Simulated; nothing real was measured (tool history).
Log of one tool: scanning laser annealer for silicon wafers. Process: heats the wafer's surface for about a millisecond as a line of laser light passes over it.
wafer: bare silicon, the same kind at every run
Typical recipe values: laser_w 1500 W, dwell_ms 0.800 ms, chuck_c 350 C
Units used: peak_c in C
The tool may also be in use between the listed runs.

Run 1, hour 0.0: usual settings. Result: peak_c 1166 C.
Run 2, hour 26.2: usual settings. Result: peak_c 1165 C.
Run 3, hour 57.0: usual settings. Result: peak_c 1165 C.
Run 4, hour 77.7: usual settings. Result: peak_c 1179 C.
Run 5, hour 109.7: usual settings. Result: peak_c 1178 C.
Run 6, hour 142.4: usual settings but dwell_ms 0.623 ms. Result: peak_c 1064 C.
Run 7, hour 170.3: usual settings but dwell_ms 0.623 ms. Result: peak_c 1064 C.
Run 8, hour 186.5: usual settings but laser_w 1376 W. Result: peak_c 1101 C.
Run 9, hour 204.3: usual settings but dwell_ms 0.870 ms. Result: peak_c 1222 C.
Run 10, hour 221.3: usual settings but laser_w 1358 W, dwell_ms 0.870 ms. Result: peak_c 1126 C.
Run 11, hour 255.8: usual settings. Result: peak_c 1177 C.
Run 12, hour 293.2: usual settings but laser_w 1540 W. Result: peak_c 1202 C.
Run 13, hour 325.7: usual settings but laser_w 1540 W. Result: peak_c 1204 C.
Run 14, hour 351.1: usual settings. Result: peak_c 1174 C.
Run 15, hour 365.8: usual settings but chuck_c 344 C. Result: peak_c 1170 C.
Run 16, hour 384.0: usual settings but chuck_c 344 C. Result: peak_c 1172 C.
Run 17, hour 410.4: usual settings but dwell_ms 0.776 ms, chuck_c 344 C. Result: peak_c 1155 C.
Run 18, hour 435.9: usual settings but dwell_ms 0.776 ms, chuck_c 344 C. Result: peak_c 1153 C.
Run 19, hour 450.3: usual settings but dwell_ms 0.776 ms, chuck_c 344 C. Result: peak_c 1152 C.
Run 20, hour 480.9: usual settings. Result: peak_c 1176 C.
Run 21, hour 499.7: usual settings. Result: peak_c 1173 C.
Run 22, hour 527.1: usual settings but chuck_c 380 C. Result: peak_c 1203 C.
Run 23, hour 548.8: usual settings but laser_w 1372 W, chuck_c 380 C. Result: peak_c 1121 C.
Run 24, hour 573.0: usual settings but laser_w 1372 W, chuck_c 380 C. Result: peak_c 1123 C.
Run 25, hour 591.6: usual settings but laser_w 1372 W, chuck_c 380 C. Result: peak_c 1121 C.
Run 26, hour 625.8: usual settings but laser_w 1372 W, chuck_c 380 C. Result: peak_c 1119 C.
Run 27, hour 659.0: usual settings but laser_w 1506 W, dwell_ms 0.586 ms, chuck_c 348 C. Result: peak_c 1034 C.
Run 28, hour 685.5: usual settings but chuck_c 311 C. Result: peak_c 1130 C.
Run 29, hour 707.0: usual settings but chuck_c 353 C. Result: peak_c 1174 C.
Run 30, hour 723.0: usual settings but dwell_ms 0.794 ms, chuck_c 353 C. Result: peak_c 1170 C.
Run 31, hour 755.7: usual settings but laser_w 1294 W, dwell_ms 0.758 ms, chuck_c 379 C. Result: peak_c 1049 C.
Run 32, hour 781.3: usual settings but chuck_c 383 C. Result: peak_c 1202 C.
Run 33, hour 801.5: usual settings but laser_w 1515 W, dwell_ms 0.643 ms, chuck_c 376 C. Result: peak_c 1105 C.
Run 34, hour 815.5: usual settings but laser_w 1581 W. Result: peak_c 1221 C.
Run 35, hour 840.0: usual settings but laser_w 1581 W. Result: peak_c 1221 C.
Run 36, hour 872.7: usual settings but laser_w 1578 W, dwell_ms 0.631 ms, chuck_c 340 C. Result: peak_c 1098 C.
Run 37, hour 897.9: usual settings but laser_w 1521 W, dwell_ms 0.662 ms. Result: peak_c 1092 C.
Run 38, hour 928.9: usual settings but laser_w 1521 W, dwell_ms 0.662 ms. Result: peak_c 1092 C.
Run 39, hour 947.5: usual settings but laser_w 1521 W, dwell_ms 0.662 ms. Result: peak_c 1090 C.
Run 40, hour 967.7: usual settings but laser_w 1515 W, dwell_ms 0.570 ms, chuck_c 344 C. Result: peak_c 1019 C.
Run 41, hour 994.1: usual settings but laser_w 1515 W, dwell_ms 0.763 ms, chuck_c 362 C. Result: peak_c 1166 C.

The log once held 3 entries between its listed runs, left out of this copy. Where does each go, and what is different about the tool's unlogged condition between the listed run before it and the listed run after it?
Between runs 3 and 4: window over the wafer cleaned (hour 72.8)
  light that passes the window, % of a clean one's: 98.3 -> 99.8; laser's true power over the reading, %: -0.01 -> 0; width of the line over the set one, %: 1.75 -> 1.77
  what was measured, less what the result would be without the hidden state, peak_c: -25 -> -10 C
Between runs 11 and 12: laser's power meter calibrated (hour 262.0)
  light that passes the window, % of a clean one's: 99.59 -> 99.55; laser's true power over the reading, %: 0.06 -> 0.1; width of the line over the set one, %: 1.96 -> 2
  what was measured, less what the result would be without the hidden state, peak_c: -13 -> -14 C
Between runs 17 and 18: laser's power meter calibrated, once more (hour 422.8)
  light that passes the window, % of a clean one's: 99.42 -> 99.4; laser's true power over the reading, %: 0.14 -> 0.04; width of the line over the set one, %: 2.12 -> 2.15
  what was measured, less what the result would be without the hidden state, peak_c: -15 -> -16 C
